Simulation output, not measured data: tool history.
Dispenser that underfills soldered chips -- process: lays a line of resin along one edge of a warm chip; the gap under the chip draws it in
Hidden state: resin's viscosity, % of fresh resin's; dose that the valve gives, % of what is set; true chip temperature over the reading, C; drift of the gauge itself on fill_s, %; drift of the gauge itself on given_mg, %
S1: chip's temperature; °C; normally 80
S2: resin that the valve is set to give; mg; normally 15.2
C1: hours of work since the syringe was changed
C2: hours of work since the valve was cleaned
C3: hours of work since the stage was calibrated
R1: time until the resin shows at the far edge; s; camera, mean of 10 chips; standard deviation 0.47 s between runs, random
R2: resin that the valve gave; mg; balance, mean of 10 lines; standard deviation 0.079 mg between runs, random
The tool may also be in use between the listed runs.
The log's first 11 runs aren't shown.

run 12 day=4.208 | S1=80 S2=15.2 | C1=10 C2=16 C3=135 | R1=51.1 R2=15.00
-- day=4.383 new syringe of resin
run 13 day=4.633 | S1=80 S2=15.2 | C1=4 C2=23 C3=142 | R1=41.8 R2=14.95
run 14 day=5.050 | S1=80 S2=15.2 | C1=11 C2=30 C3=149 | R1=55.7 R2=15.03
-- day=5.133 new syringe of resin
run 15 day=5.433 | S1=80 S2=14.1 | C1=5 C2=36 C3=155 | R1=44.5 R2=13.66
run 16 day=5.792 | S1=80 S2=13.5 | C1=11 C2=41 C3=160 | R1=56.3 R2=13.11
-- day=5.879 new syringe of resin
run 17 day=6.067 | S1=69 S2=15.2 | C1=3 C2=46 C3=165 | R1=68.4 R2=14.72
run 18 day=6.292 | S1=69 S2=15.2 | C1=7 C2=49 C3=168 | R1=78.3 R2=14.75
-- day=6.617 new syringe of resin
run 19 day=6.704 | S1=79 S2=16.1 | C1=1 C2=56 C3=175 | R1=40.0 R2=15.42
run 20 day=7.112 | S1=73 S2=14.6 | C1=8 C2=63 C3=182 | R1=70.1 R2=13.99
run 21 day=7.333 | S1=90 S2=14.6 | C1=12 C2=66 C3=185 | R1=35.8 R2=13.86
-- day=7.367 new syringe of resin
run 22 day=7.708 | S1=80 S2=15.2 | C1=6 C2=72 C3=191 | R1=44.6 R2=14.57
run 23 day=8.012 | S1=80 S2=19.7 | C1=11 C2=77 C3=196 | R1=53.3 R2=18.71
-- day=8.121 new syringe of resin
run 24 day=8.338 | S1=79 S2=19.0 | C1=4 C2=82 C3=201 | R1=41.8 R2=17.83
-- day=8.488 dispensing valve cleaned and set on the balance
run 25 day=8.704 | S1=88 S2=13.6 | C1=9 C2=4 C3=207 | R1=34.2 R2=13.55
-- day=8.912 new syringe of resin
run 26 day=8.983 | S1=86 S2=17.9 | C1=1 C2=8 C3=211 | R1=26.9 R2=17.89
run 27 day=9.283 | S1=86 S2=17.9 | C1=6 C2=13 C3=216 | R1=32.8 R2=17.70
run 28 day=9.600 | S1=77 S2=15.2 | C1=11 C2=18 C3=221 | R1=62.0 R2=14.92
-- day=9.654 new syringe of resin
run 29 day=9.896 | S1=77 S2=15.2 | C1=4 C2=23 C3=226 | R1=47.6 R2=15.17
run 30 day=10.125 | S1=80 S2=14.9 | C1=8 C2=26 C3=230 | R1=47.3 R2=14.52
-- day=10.392 new syringe of resin
run 31 day=10.392 | S1=78 S2=14.0 | C1=0 C2=31 C3=234 | R1=39.1 R2=13.56
run 32 day=10.804 | S1=72 S2=16.1 | C1=7 C2=37 C3=241 | R1=66.2 R2=15.68
-- day=11.150 new syringe of resin
run 33 day=11.154 | S1=81 S2=16.5 | C1=0 C2=43 C3=246 | R1=33.6 R2=16.01
run 34 day=11.633 | S1=81 S2=16.5 | C1=8 C2=51 C3=254 | R1=46.1 R2=16.07
-- day=11.921 new syringe of resin
run 35 day=12.108 | S1=81 S2=16.5 | C1=3 C2=58 C3=261 | R1=37.9 R2=15.78
run 36 day=12.325 | S1=67 S2=19.5 | C1=7 C2=62 C3=265 | R1=84.3 R2=18.62

Here are 4 independent what-if runs from the current tool condition. What would each one return?
-- day=12.658 new syringe of resin
run A day=12.783 | S1=88 S2=17.2 | C1=2 C2=69 C3=272 | R1=? R2=?
-- day=12.658 new syringe of resin
run B day=12.783 | S1=67 S2=17.6 | C1=2 C2=69 C3=272 | R1=? R2=?
-- day=12.658 new syringe of resin
run C day=12.783 | S1=73 S2=13.4 | C1=2 C2=69 C3=272 | R1=? R2=?
-- day=12.658 new syringe of resin
run D day=12.783 | S1=89 S2=14.5 | C1=2 C2=69 C3=272 | R1=? R2=?

run=A R1=25.4 R2=16.33
run=B R1=70.4 R2=16.85
run=C R1=56.4 R2=12.82
run=D R1=25.6 R2=13.80
Without the tool's unlogged condition, the same runs would have read:
run=A R1=24.3 R2=17.13
run=B R1=67.7 R2=17.68
run=C R1=53.6 R2=13.45
run=D R1=24.3 R2=14.48

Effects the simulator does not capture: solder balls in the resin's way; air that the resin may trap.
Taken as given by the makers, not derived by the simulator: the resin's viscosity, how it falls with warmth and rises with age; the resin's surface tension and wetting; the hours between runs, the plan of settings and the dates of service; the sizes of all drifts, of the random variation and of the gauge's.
